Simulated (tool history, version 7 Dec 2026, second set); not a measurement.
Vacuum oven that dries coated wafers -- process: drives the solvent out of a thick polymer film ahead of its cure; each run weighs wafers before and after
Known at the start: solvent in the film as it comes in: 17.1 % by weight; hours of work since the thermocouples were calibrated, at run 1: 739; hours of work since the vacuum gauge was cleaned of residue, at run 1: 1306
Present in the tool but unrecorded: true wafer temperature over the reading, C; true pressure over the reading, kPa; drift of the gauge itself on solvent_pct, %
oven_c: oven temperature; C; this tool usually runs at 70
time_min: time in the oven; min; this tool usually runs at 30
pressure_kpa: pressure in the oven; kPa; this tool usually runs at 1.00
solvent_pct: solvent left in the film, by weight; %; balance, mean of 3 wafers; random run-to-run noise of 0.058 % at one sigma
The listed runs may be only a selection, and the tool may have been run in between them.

run	hour	oven_c	time_min	pressure_kpa	hours of work since the thermocouples were calibrated	hours of work since the vacuum gauge was cleaned of residue	solvent_pct
1	0.0	70	30	1.00	739	1306	3.31
2	57.8	70	30	1.00	780	1348	3.42
3	114.4	70	30	1.00	821	1389	3.57
4	177.0	72	30	1.00	866	1434	2.87
5	216.7	68	30	1.00	895	1463	4.38
6	269.0	70	21	1.00	933	1501	5.13
7	296.8	70	30	1.15	953	1521	3.62
8	354.9	70	23	1.15	995	1563	4.69
9	402.7	70	23	1.15	1029	1597	4.76
# hour 414.8: oven's thermocouples calibrated
10	455.8	74	23	1.15	30	1634	2.88
11	495.6	70	30	1.33	58	1663	3.58
12	554.5	73	30	1.33	101	1706	2.59
13	614.7	73	30	1.33	144	1749	2.70
14	661.8	70	30	1.00	178	1783	3.32
15	717.3	70	30	1.00	219	1823	3.31
16	771.3	70	30	1.00	258	1862	3.43
17	799.8	70	30	1.00	278	1883	3.31
18	845.2	70	30	1.00	311	1915	3.49
19	908.0	70	30	1.00	356	1961	3.49
20	954.3	70	30	1.00	390	1994	3.45
21	998.9	70	30	1.00	422	2026	3.51
22	1030.8	70	30	1.00	445	2049	3.53
23	1085.9	70	30	1.00	485	2089	3.55
24	1126.4	70	30	1.00	514	2119	3.64
25	1188.6	70	30	1.00	559	2164	3.60
26	1237.0	70	30	1.00	594	2198	3.62
27	1279.0	70	44	1.00	624	2229	2.37
28	1326.6	56	30	1.00	659	2263	9.61
29	1384.4	67	34	2.07	700	2305	5.43
30	1444.0	84	47	0.99	743	2348	0.82
31	1498.0	79	18	1.69	782	2387	3.11
32	1542.1	70	15	1.14	814	2419	6.97
33	1583.9	70	23	2.55	844	2449	6.23
34	1624.6	63	30	3.22	874	2478	9.12
35	1686.6	74	30	3.22	919	2523	4.39
36	1719.7	84	46	1.05	943	2547	0.85
37	1754.4	57	19	0.65	968	2572	10.76
# hour 1782.5: vacuum gauge cleaned of residue and calibrated
38	1791.7	70	30	1.66	993	7	4.16
39	1843.0	70	30	1.66	1030	44	4.22
# hour 1853.6: oven's thermocouples calibrated
40	1907.7	70	30	1.66	39	89	3.50
41	1939.9	83	30	1.18	62	112	0.82
42	1966.2	56	34	1.51	81	131	8.87
43	2007.8	77	34	0.70	111	161	0.96
44	2066.4	77	34	0.70	154	204	0.82
45	2128.7	77	34	0.70	199	249	0.83
46	2170.6	81	19	1.00	229	279	1.53
47	2234.9	70	23	1.41	275	325	4.53

Some steps in solvent_pct between neighbouring runs. How much of each would the tool show without its hidden state too (settings, what came in, random variation), and how much is left for the hidden state, with any gauge scatter that isn't in both results?
Run 29 -> 30: oven_c 67 -> 84, time_min 34 -> 47, pressure_kpa 2.07 -> 0.99. solvent_pct -4.61 %: hidden state -0.68, all else -3.93.
Run 36 -> 37: oven_c 84 -> 57, time_min 46 -> 19, pressure_kpa 1.05 -> 0.65. solvent_pct +9.91 %: hidden state +0.67, all else +9.24.
Run 39 -> 40: oven's thermocouples calibrated. solvent_pct -0.72 %: hidden state -0.67, all else -0.05.
Run 41 -> 42: oven_c 83 -> 56, time_min 30 -> 34, pressure_kpa 1.18 -> 1.51. solvent_pct +8.05 %: hidden state +0.09, all else +7.96.
Run 42 -> 43: oven_c 56 -> 77, pressure_kpa 1.51 -> 0.70. solvent_pct -7.91 %: hidden state -0.06, all else -7.85.

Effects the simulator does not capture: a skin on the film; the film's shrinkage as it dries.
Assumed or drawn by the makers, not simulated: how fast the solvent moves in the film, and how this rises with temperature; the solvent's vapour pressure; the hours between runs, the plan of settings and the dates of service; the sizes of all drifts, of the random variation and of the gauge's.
